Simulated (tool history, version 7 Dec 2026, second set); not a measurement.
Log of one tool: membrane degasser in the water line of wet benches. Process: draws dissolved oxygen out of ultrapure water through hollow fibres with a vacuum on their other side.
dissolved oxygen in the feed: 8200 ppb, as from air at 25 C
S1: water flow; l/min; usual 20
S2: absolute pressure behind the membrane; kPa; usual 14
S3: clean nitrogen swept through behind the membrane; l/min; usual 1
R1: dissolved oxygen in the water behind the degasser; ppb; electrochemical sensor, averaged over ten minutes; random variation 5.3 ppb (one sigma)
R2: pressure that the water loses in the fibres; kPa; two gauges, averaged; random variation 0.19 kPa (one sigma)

run 1 hour=0 | S1=20 S2=14 S3=1 | R1=607 R2=38.23
run 2 hour=53 | S1=20 S2=14 S3=1 | R1=603.4 R2=38.35
run 3 hour=88.5 | S1=20 S2=14 S3=1 | R1=608 R2=38.16
run 4 hour=150.1 | S1=20 S2=14 S3=1 | R1=603.7 R2=38.17
run 5 hour=238.4 | S1=20 S2=14 S3=1 | R1=602.2 R2=37.95
run 6 hour=304.4 | S1=20 S2=14 S3=1 | R1=594.6 R2=37.86
run 7 hour=348.5 | S1=20 S2=14 S3=1 | R1=609.1 R2=38.05
run 8 hour=409.2 | S1=20 S2=14 S3=1 | R1=608.8 R2=37.95
run 9 hour=481.2 | S1=20 S2=14 S3=1 | R1=603.7 R2=37.85
run 10 hour=524.1 | S1=20 S2=14 S3=1 | R1=598.8 R2=37.53
run 11 hour=603.1 | S1=20 S2=14 S3=1 | R1=595 R2=38.06
run 12 hour=689 | S1=22 S2=9.3 S3=0.97 | R1=483.1 R2=41.8
run 13 hour=768.5 | S1=22 S2=9.3 S3=0.97 | R1=480.6 R2=41.67
run 14 hour=829 | S1=17 S2=26.5 S3=1.14 | R1=824.9 R2=32.37
run 15 hour=892 | S1=17 S2=26.5 S3=1.14 | R1=829.1 R2=32.3
run 16 hour=941.1 | S1=12 S2=17.5 S3=0.97 | R1=436.2 R2=22.4
run 17 hour=1022.3 | S1=20 S2=14 S3=1.16 | R1=553.4 R2=38.09
run 18 hour=1097.1 | S1=20 S2=10.8 S3=0.66 | R1=606.2 R2=37.92
run 19 hour=1136.8 | S1=20 S2=9.4 S3=0.66 | R1=535.5 R2=38.21

5 ways to go on from here, each from the tool as it stands after run 19. What would each give?
run A hour=1184.1 | S1=20 S2=26.1 S3=0.66 | R1=? R2=?
run B hour=1184.1 | S1=16 S2=11.1 S3=1.56 | R1=? R2=?
run C hour=1184.1 | S1=20 S2=28.9 S3=0.7 | R1=? R2=?
run D hour=1184.1 | S1=14 S2=14 S3=1 | R1=? R2=?
run E hour=1184.1 | S1=24 S2=14 S3=1 | R1=? R2=?

run=A R1=1388.2 R2=37.62
run=B R1=276.2 R2=30.12
run=C R1=1461.9 R2=37.92
run=D R1=393.3 R2=26.46
run=E R1=744 R2=45.52
Without the tool's hidden state the same runs would have given:
run=A R1=1387.7 R2=37.6
run=B R1=275.8 R2=30.1
run=C R1=1461.4 R2=37.89
run=D R1=393 R2=26.44
run=E R1=743.3 R2=45.49
